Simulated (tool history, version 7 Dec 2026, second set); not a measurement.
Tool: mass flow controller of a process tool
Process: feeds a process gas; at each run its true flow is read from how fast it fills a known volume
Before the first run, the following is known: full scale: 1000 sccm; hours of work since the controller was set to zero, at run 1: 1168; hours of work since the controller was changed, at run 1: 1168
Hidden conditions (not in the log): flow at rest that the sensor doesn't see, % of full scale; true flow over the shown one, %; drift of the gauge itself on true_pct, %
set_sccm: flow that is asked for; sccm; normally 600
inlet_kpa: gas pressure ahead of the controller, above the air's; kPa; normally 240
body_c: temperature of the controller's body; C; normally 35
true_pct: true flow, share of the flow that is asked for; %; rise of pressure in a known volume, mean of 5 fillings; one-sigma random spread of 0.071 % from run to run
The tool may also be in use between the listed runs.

run,hour,set_sccm,inlet_kpa,body_c,hours of work since the controller was set to zero,hours of work since the controller was changed,true_pct
1,0,600,240,35,1168,1168,101.61
2,59.5,600,240,35,1196,1196,101.37
3,99.8,456,240,35,1215,1215,101.28
4,157.8,600,240,23,1243,1243,100.46
5,204.2,600,240,23,1265,1265,100.33
6,259.9,600,240,23,1292,1292,100.42
7,324.2,301,240,23,1322,1322,100.35
8,379.5,258,161,28,1349,1349,100.55

The next listed run, before its measurement:
9,464.5,813,199,34,1389,1389,?

true_pct: 101.65 %
Minus the tool's unlogged condition, the same run would have read true_pct 100.4 %.
